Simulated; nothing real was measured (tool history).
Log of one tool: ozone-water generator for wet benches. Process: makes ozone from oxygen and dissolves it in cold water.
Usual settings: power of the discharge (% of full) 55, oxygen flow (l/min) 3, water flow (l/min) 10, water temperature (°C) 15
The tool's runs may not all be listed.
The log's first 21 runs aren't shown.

run      day  power of the discharge (% of full)  oxygen flow (l/min)  water flow (l/min)  water temperature (°C)  hours of work since the electrodes were changed  hours of work since the contactor was cleaned  hours of work since the thermometer was calibrated  dissolved ozone (ppm)  ozone in the gas ahead of the water (g/m3)
 22   89.062                                  70                 4.49                  12                       8                                             6446                                           4392                                                1136                   28.6                                       194.9
 23   91.879                                  87                 2.43                  12                       8                                             6506                                           4453                                                1196                   34.6                                       347.1
 24     95.9                                  87                 2.43                  12                       8                                             6592                                           4539                                                1282                   34.7                                       348.9
 25   98.262                                  87                 2.43                  12                       8                                             6643                                           4590                                                1333                     35                                       352.1
 26  101.546                                  55                 1.65                  10                       8                                             6713                                           4660                                                1403                   29.4                                         320
 27  104.717                                  60                 1.65                   7                      15                                             6781                                           4728                                                1471                   40.8                                       341.9
 28    107.7                                  55                 2.64                  10                      15                                             6845                                           4792                                                1535                   26.9                                       233.3
 29  110.821                                  55                 1.52                  10                      15                                             6912                                           4859                                                1602                   27.7                                       337.9
 30  113.729                                  55                 2.37                  10                      15                                             6974                                           4921                                                1664                   26.9                                       250.7
 31  117.938                                  55                 2.37                  10                      15                                             7064                                           5011                                                1754                     27                                         251
 32  122.604                                  55                 2.37                  10                      15                                             7164                                           5111                                                1854                   26.9                                         251

Forecast each of these 3 alternatives for the next run:
  A  127.392                                  55                    3                   6                      15                                             7267                                           5213                                                1957                      ?                                           ?
  B  127.392                                  55                 4.01                   7                      10                                             7267                                           5213                                                1957                      ?                                           ?
  C  127.392                                  92                 4.34                  10                      12                                             7267                                           5213                                                1957                      ?                                           ?

run  dissolved ozone (ppm)  ozone in the gas ahead of the water (g/m3)
  A                   38.2                                       211.8
  B                     35                                       174.1
  C                   37.4                                       241.6
Without the tool's hidden state the same runs would have given:
run  dissolved ozone (ppm)  ozone in the gas ahead of the water (g/m3)
  A                   42.2                                       229.6
  B                   38.8                                       188.7
  C                   43.3                                       272.2
